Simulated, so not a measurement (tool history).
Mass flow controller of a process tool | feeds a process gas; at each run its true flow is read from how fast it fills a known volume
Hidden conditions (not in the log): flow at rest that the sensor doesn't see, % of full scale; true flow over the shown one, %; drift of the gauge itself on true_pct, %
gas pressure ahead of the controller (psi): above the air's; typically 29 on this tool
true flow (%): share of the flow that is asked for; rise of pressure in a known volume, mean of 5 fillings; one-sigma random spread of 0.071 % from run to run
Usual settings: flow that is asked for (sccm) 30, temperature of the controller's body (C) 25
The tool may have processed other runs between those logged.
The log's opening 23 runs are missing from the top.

run,day,flow that is asked for (sccm),gas pressure ahead of the controller (psi),temperature of the controller's body (C),hours of work since the controller was set to zero,hours of work since the controller was changed,true flow (%)
24,88.204,30,23.2,25,3463,3463,95.52
25,93.362,12,29,29,3552,3552,91.49
26,96.779,11,34.5,29,3610,3610,90.56
27,101.417,14,34.5,29,3689,3689,92.05
28,104.038,22,36.4,36,3734,3734,94.62
29,108.708,93,27,25,3814,3814,97.5
30,111.2,28,27,26,3857,3857,94.79
31,114.571,61,29,25,3915,3915,96.54
32,116.975,61,29,35,3956,3956,97.28
33,120.338,17,20.6,33,4013,4013,92.92
34,123.938,17,20.6,33,4075,4075,93.02
35,129.129,52,28.6,25,4164,4164,96.05
36,132.917,52,28.6,25,4229,4229,96.02
37,135.346,52,28.6,21,4270,4270,95.74
38,138.125,52,28.6,21,4318,4318,95.66
39,141.421,52,28.6,21,4374,4374,95.63
40,146.358,52,28.6,21,4459,4459,95.69
41,150.662,30,27,25,4532,4532,94.23
42,153.112,11,29,25,4574,4574,88.18
43,158.312,12,39.9,26,4663,4663,88.56

Consider 5 possible next runs. They are alternatives, not a sequence: every one starts from the tool as it was left by run 43. What does each give?
A,162.367,12,24.5,26,4733,4733,?
B,162.367,52,31.6,21,4733,4733,?
C,162.367,16,23.9,23,4733,4733,?
D,162.367,85,22.8,25,4733,4733,?
E,162.367,13,37,25,4733,4733,?

run,true flow (%)
A,88.6
B,95.14
C,90.8
D,96.71
E,89.2
With no hidden state in the tool, these same runs would have given:
run,true flow (%)
A,99.29
B,99.15
C,99.32
D,99.95
E,99.22
